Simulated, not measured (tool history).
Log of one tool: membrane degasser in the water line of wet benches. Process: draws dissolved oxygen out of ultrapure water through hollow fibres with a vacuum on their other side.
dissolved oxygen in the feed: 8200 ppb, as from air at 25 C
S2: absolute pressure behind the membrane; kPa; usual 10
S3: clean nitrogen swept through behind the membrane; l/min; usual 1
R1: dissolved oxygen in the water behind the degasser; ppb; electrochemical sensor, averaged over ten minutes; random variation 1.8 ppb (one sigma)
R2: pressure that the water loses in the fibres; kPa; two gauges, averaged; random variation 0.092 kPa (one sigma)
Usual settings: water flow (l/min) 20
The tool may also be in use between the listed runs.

run 1 day=0 | water_flow_(l/min)=20 S2=10 S3=1 | R1=395.6 R2=26.09
run 2 day=7.038 | water_flow_(l/min)=20 S2=14.1 S3=1 | R1=555.1 R2=26.19
run 3 day=14.329 | water_flow_(l/min)=20 S2=10 S3=2.46 | R1=231.5 R2=26.33
run 4 day=21.858 | water_flow_(l/min)=20 S2=10 S3=1 | R1=395.3 R2=25.9
run 5 day=28.8 | water_flow_(l/min)=20 S2=10 S3=1 | R1=396.7 R2=26.14
run 6 day=37.579 | water_flow_(l/min)=20 S2=10 S3=1 | R1=396 R2=26.12
run 7 day=43.771 | water_flow_(l/min)=20 S2=10 S3=1 | R1=395.8 R2=26.08
run 8 day=54.375 | water_flow_(l/min)=20 S2=10 S3=1 | R1=396.8 R2=26.23
run 9 day=62.279 | water_flow_(l/min)=20 S2=10 S3=1 | R1=393.2 R2=26.16
run 10 day=70.625 | water_flow_(l/min)=20 S2=10 S3=1 | R1=392.7 R2=26.14
run 11 day=79.579 | water_flow_(l/min)=15 S2=10 S3=1 | R1=283.8 R2=19.68
run 12 day=85.9 | water_flow_(l/min)=20 S2=10 S3=1.94 | R1=265.8 R2=26.38
run 13 day=96.642 | water_flow_(l/min)=20 S2=6.5 S3=1.94 | R1=183.4 R2=26.29
run 14 day=105.179 | water_flow_(l/min)=20 S2=6.5 S3=1.94 | R1=183.8 R2=26.23
run 15 day=116.621 | water_flow_(l/min)=20 S2=10 S3=1 | R1=393 R2=26.3
run 16 day=122.538 | water_flow_(l/min)=20 S2=10 S3=1 | R1=392.6 R2=26.28
run 17 day=128.221 | water_flow_(l/min)=20 S2=10 S3=1 | R1=392.2 R2=26.38
run 18 day=137.896 | water_flow_(l/min)=13 S2=10 S3=0.83 | R1=280.6 R2=17.04
run 19 day=149.121 | water_flow_(l/min)=20 S2=10.9 S3=1 | R1=431.2 R2=26.13
run 20 day=154.288 | water_flow_(l/min)=20 S2=10.9 S3=1 | R1=433.4 R2=26.3
run 21 day=160.017 | water_flow_(l/min)=20 S2=10.9 S3=1 | R1=432 R2=26.51
run 22 day=170.421 | water_flow_(l/min)=20 S2=10.9 S3=1.65 | R1=315.7 R2=26.3
run 23 day=176.138 | water_flow_(l/min)=20 S2=10.9 S3=2.15 | R1=271.1 R2=26.47
run 24 day=186.158 | water_flow_(l/min)=13 S2=6 S3=2.15 | R1=85.1 R2=17.06
run 25 day=192.317 | water_flow_(l/min)=26 S2=14.5 S3=1.59 | R1=561.7 R2=34.49
run 26 day=198.138 | water_flow_(l/min)=20 S2=13.7 S3=1.1 | R1=512 R2=26.43
run 27 day=204.325 | water_flow_(l/min)=12 S2=13.7 S3=1.1 | R1=299.9 R2=15.9
run 28 day=210.25 | water_flow_(l/min)=30 S2=12.1 S3=0.53 | R1=1034.4 R2=39.6
run 29 day=217.208 | water_flow_(l/min)=20 S2=10 S3=2.04 | R1=259.5 R2=26.36
run 30 day=225.104 | water_flow_(l/min)=30 S2=13.4 S3=1 | R1=795.5 R2=39.79
run 31 day=231.892 | water_flow_(l/min)=15 S2=9 S3=1.04 | R1=249.4 R2=19.79
run 32 day=242.121 | water_flow_(l/min)=20 S2=10.6 S3=1.53 | R1=327.1 R2=26.45

Taken out of this log: 2 entries between the listed runs. Where each belongs, and how the hidden state differs across it:
Between runs 10 and 11: seals of the vacuum lines changed (day 75.033)
  membrane still open, %: 98.2 -> 98.1; true pressure behind the membrane over the reading, kPa: 0.02 -> 0.03; air that leaks in behind the membrane, l/min: 0.018 -> 0.0018
  measured less the result without the state, R1: +12.1 -> +5.7 ppb; R2: +0.47 -> +0.36 kPa
Between runs 14 and 15: vacuum gauge calibrated (day 114.004)
  membrane still open, %: 98 -> 97.9; true pressure behind the membrane over the reading, kPa: 0.04 -> 0; air that leaks in behind the membrane, l/min: 0.0029 -> 0.0034
  measured less the result without the state, R1: +9.7 -> +8.9 ppb; R2: +0.52 -> +0.54 kPa
